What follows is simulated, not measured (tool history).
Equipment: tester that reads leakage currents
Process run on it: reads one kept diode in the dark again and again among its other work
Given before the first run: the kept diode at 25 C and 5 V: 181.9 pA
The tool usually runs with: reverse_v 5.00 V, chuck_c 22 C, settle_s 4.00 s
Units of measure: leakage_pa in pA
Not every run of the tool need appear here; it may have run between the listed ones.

run,day,reverse_v,chuck_c,settle_s,leakage_pa
1,0.000,5.00,22,4.00,163.85
2,5.779,5.00,22,4.00,166.63
3,10.929,5.00,22,4.00,167.25
4,15.175,5.00,22,4.00,169.99
# day 16.571: chuck's temperature calibrated
5,19.729,5.00,22,4.00,146.20
6,24.592,5.00,22,4.00,147.24
7,28.442,5.00,22,4.00,148.51
8,34.842,2.36,22,4.00,113.47
9,38.525,2.36,22,4.00,114.72
10,45.025,2.36,22,4.00,115.55
11,50.171,10.23,22,4.00,207.20
12,56.679,10.23,22,4.00,209.54
# day 64.133: tester calibrated
13,64.888,10.23,22,4.00,213.93
14,71.271,10.23,22,4.00,216.44
15,75.879,5.00,22,4.00,163.01
# day 78.538: probe card cleaned and baked
# day 81.125: tester calibrated, once more
16,83.658,5.00,22,4.00,159.37
17,90.817,5.00,22,4.00,162.05
18,94.725,5.00,22,4.00,163.91
19,99.996,12.00,22,4.00,228.68
# day 105.158: chuck's temperature calibrated
20,106.704,12.00,22,4.00,199.41
21,114.221,2.82,39,1.30,487.87
22,118.088,1.35,39,0.77,377.76
23,122.125,1.35,39,0.77,381.45
24,129.867,1.57,39,0.96,406.62
25,136.929,1.57,39,0.96,411.93
26,141.112,1.57,39,0.96,413.63
27,148.171,3.57,24,0.46,167.60
28,154.158,5.00,22,1.23,161.04
29,157.433,5.00,22,1.23,161.76
30,163.583,5.00,22,1.23,164.52
31,171.521,5.00,27,1.05,253.58
32,175.492,5.00,34,0.57,447.70
33,182.708,5.00,34,0.57,456.50
34,190.679,3.24,22,0.77,148.05
# day 193.129: chuck's temperature calibrated
35,196.792,3.24,22,0.77,127.70
36,204.629,1.24,22,1.50,89.80
37,212.025,10.53,21,4.00,193.84
# day 218.821: probe card cleaned and baked
38,218.821,10.53,21,4.00,173.35
39,224.821,10.53,21,4.00,176.85
40,230.975,11.46,48,0.57,1636.88

Some steps in leakage_pa, run to run, broken into two amounts with sign: the step expected even without the hidden condition (settings, incoming material, random variation), and the rest, left for the hidden condition together with whatever gauge scatter is not in both the measured and the hidden-condition-free result:
Hidden state at play: stray current of the dirty probe card, pA a volt; current scale over the true one, %; true chuck temperature over the reading, C; drift of the gauge itself on leakage_pa, %.
Run 19 -> 20: chuck's temperature calibrated. leakage_pa -29.27 pA: hidden state -28.15, all else -1.12.
Run 20 -> 21: reverse_v 12.00 -> 2.82, chuck_c 22 -> 39, settle_s 4.00 -> 1.30. leakage_pa +288.46 pA: hidden state +4.68, all else +283.78.
Run 33 -> 34: reverse_v 5.00 -> 3.24, chuck_c 34 -> 22, settle_s 0.57 -> 0.77. leakage_pa -308.45 pA: hidden state -37.33, all else -271.12.
Run 39 -> 40: reverse_v 10.53 -> 11.46, chuck_c 21 -> 48, settle_s 4.00 -> 0.57. leakage_pa +1460.03 pA: hidden state +67.95, all else +1392.08.
